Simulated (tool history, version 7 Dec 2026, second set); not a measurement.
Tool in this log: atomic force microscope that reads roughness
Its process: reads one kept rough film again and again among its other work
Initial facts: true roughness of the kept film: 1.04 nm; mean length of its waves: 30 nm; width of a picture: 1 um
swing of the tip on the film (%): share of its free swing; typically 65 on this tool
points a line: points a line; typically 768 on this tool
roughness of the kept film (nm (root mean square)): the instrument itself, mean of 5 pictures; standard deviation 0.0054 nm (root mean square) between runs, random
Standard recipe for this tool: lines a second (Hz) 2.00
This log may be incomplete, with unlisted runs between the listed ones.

run     day  lines a second (Hz)  swing of the tip on the film (%)  points a line  roughness of the kept film (nm (root mean square))
  1   0.000                 2.00                                65            768                                               0.925
  2   2.846                 2.00                                65            768                                               0.920
  3   5.817                 2.00                                65            768                                               0.911
  4   7.129                 2.00                                65            768                                               0.931
      8.125  -- new tip fitted
  5   8.654                 2.00                                65            768                                               0.921
  6  11.542                 2.00                                65            768                                               0.914
  7  13.688                 2.00                                65            768                                               0.913
  8  15.325                 2.00                                65            768                                               0.922
     17.838  -- new tip fitted
  9  18.471                 2.00                                65            768                                               0.921
 10  19.792                 2.00                                65            768                                               0.921
 11  22.842                 2.00                                65            768                                               0.907
 12  24.546                 2.00                                65            290                                               0.903
 13  25.829                 2.00                                86            290                                               0.792
     27.438  -- new tip fitted
 14  28.392                 2.00                                86            290                                               0.793
 15  30.638                 2.00                                86            290                                               0.785
 16  33.429                 2.00                                65            768                                               0.918
 17  34.921                 2.00                                70            768                                               0.889
     37.179  -- new tip fitted
 18  37.379                 2.00                                70            768                                               0.902
 19  39.792                 2.00                                70            768                                               0.890
 20  42.408                 2.00                                70            768                                               0.888
 21  44.300                 2.00                                57            768                                               0.945
 22  46.638                 2.00                                71            768                                               0.886
     46.796  -- new tip fitted
 23  48.158                 2.00                                65            288                                               0.906
 24  49.917                 0.97                                68            279                                               0.927
 25  51.721                 2.00                                66            279                                               0.889
 26  53.221                 2.69                                67            768                                               0.880
 27  56.079                 2.00                                65            408                                               0.912
     56.483  -- new tip fitted
 28  58.862                 2.00                                58            767                                               0.953
 29  60.604                 1.34                                65            307                                               0.926
 30  63.317                 0.60                                65            407                                               0.963
 31  65.575                 0.60                                65            407                                               0.965
     66.075  -- new tip fitted
 32  67.025                 0.58                                65            622                                               0.963
 33  68.300                 0.58                                64            267                                               0.952
 34  70.504                 0.58                                64            267                                               0.951
 35  73.371                 1.39                                72            768                                               0.907
 36  75.242                 1.39                                72            768                                               0.906
     75.683  -- new tip fitted
 37  77.871                 0.50                                72            650                                               0.964
 38  80.442                 0.50                                72            650                                               0.961
 39  81.796                 0.50                                72            650                                               0.956
 40  83.846                 1.66                                76            926                                               0.881
     85.438  -- new tip fitted
 41  86.921                 1.66                                76            926                                               0.886
 42  89.421                 1.25                                76            926                                               0.906
 43  90.725                 1.25                                76            926                                               0.909
 44  93.479                 1.25                                76            926                                               0.907
     95.029  -- new tip fitted
 45  95.029                 1.53                                86            903                                               0.829
 46  96.942                 1.56                                63            903                                               0.934

Forecast each of these 3 alternatives for the next run:
  A  99.188                 1.56                                65            662                                                   ?
  B  99.188                 2.01                                90            614                                                   ?
  C  99.188                 1.21                                66            903                                                   ?

run  roughness of the kept film (nm (root mean square))
  A                                               0.927
  B                                               0.776
  C                                               0.950
Stripped of hidden state, with their random variation kept, the same runs would have yielded:
run  roughness of the kept film (nm (root mean square))
  A                                               0.930
  B                                               0.778
  C                                               0.952
